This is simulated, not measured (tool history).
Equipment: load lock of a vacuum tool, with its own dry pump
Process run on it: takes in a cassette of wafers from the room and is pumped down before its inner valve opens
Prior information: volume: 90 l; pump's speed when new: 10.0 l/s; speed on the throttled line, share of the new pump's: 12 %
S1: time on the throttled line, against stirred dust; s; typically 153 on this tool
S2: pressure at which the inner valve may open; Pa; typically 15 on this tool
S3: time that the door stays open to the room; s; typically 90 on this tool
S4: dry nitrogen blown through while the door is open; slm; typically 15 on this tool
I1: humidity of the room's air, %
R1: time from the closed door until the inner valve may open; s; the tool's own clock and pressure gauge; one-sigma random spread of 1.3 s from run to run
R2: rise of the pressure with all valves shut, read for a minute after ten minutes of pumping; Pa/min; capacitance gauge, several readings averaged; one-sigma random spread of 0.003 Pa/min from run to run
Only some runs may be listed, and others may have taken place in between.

run	hour	S1	S2	S3	S4	I1	R1	R2
1	0	153	15	90	15	41.6	226.2	0.054
2	240.9	153	15	90	15	43.7	228	0.062
3	564.5	153	15	90	15	42.4	227.9	0.063
4	838.4	153	15	90	15	48.4	230.3	0.073
5	1201.2	153	15	90	15	46	228.1	0.079
6	1549	153	15	69	15	43.9	229.5	0.073
7	1835.2	153	15	90	8	43.3	228	0.091
8	2244.7	153	15	90	8	46.4	229.6	0.095
9	2655.2	153	15	90	15	45.5	232.1	0.098
10	2881.7	153	15	90	15	42.5	230	0.092
11	3084.4	153	15	90	27	45.1	229.8	0.099
12	3348.7	153	15	90	27	41.9	231.7	0.099
13	3748.1	153	15	90	35	43.5	230.4	0.102
14	4083.5	78	15	90	35	45.6	167.4	0.116
15	4463.2	78	15	169	35	43.6	167.2	0.126
16	4850.6	76	13	54	32	45.9	169.7	0.129
17	5252.1	289	13	39	8	47.1	349	0.133
18	5624.1	289	13	39	8	46.1	348.3	0.15
19	5836.9	289	13	39	8	40.6	351	0.147
20	6042.4	153	16	90	15	44.2	229.2	0.16
21	6355.8	153	16	90	15	49.9	231.9	0.171
22	6566	153	16	90	15	44.6	210.8	0.178
23	6948	277	14	90	15	43.8	324.1	0.021
24	7173.5	277	14	90	15	47.2	323.6	0.024
25	7567.2	134	12	77	10	44.4	200.8	0.028
26	7763.1	144	10	90	15	47.9	210.6	0.035
27	8056.6	147	18	90	15	48.1	208.9	0.028
28	8329.9	147	18	90	15	48.1	208.3	0.031
29	8704.9	153	10	90	36	44.1	219.8	0.024
30	9010.4	153	20	90	15	46.6	212.4	0.038

The log once held 2 entries between its listed runs, left out of this copy. Where does each go, and what is different about the tool's unlogged condition between the listed run before it and the listed run after it?
Between runs 21 and 22: dry pump taken out, an overhauled one fitted (hour 6452.6)
  pump's speed, % of a new pump's: 77.4 -> 101.3; leak at the door's seal, Pa l/s: 0.219 -> 0.2248
  measured less the result without the state, R1: +18 -> -0.8 s; R2: +0.144 -> +0.151 Pa/min
Between runs 22 and 23: door's seal changed, seat wiped (hour 6629.6)
  pump's speed, % of a new pump's: 101.3 -> 101; leak at the door's seal, Pa l/s: 0.2248 -> 0.0046
  measured less the result without the state, R1: -0.8 -> -0.5 s; R2: +0.151 -> +0.002 Pa/min

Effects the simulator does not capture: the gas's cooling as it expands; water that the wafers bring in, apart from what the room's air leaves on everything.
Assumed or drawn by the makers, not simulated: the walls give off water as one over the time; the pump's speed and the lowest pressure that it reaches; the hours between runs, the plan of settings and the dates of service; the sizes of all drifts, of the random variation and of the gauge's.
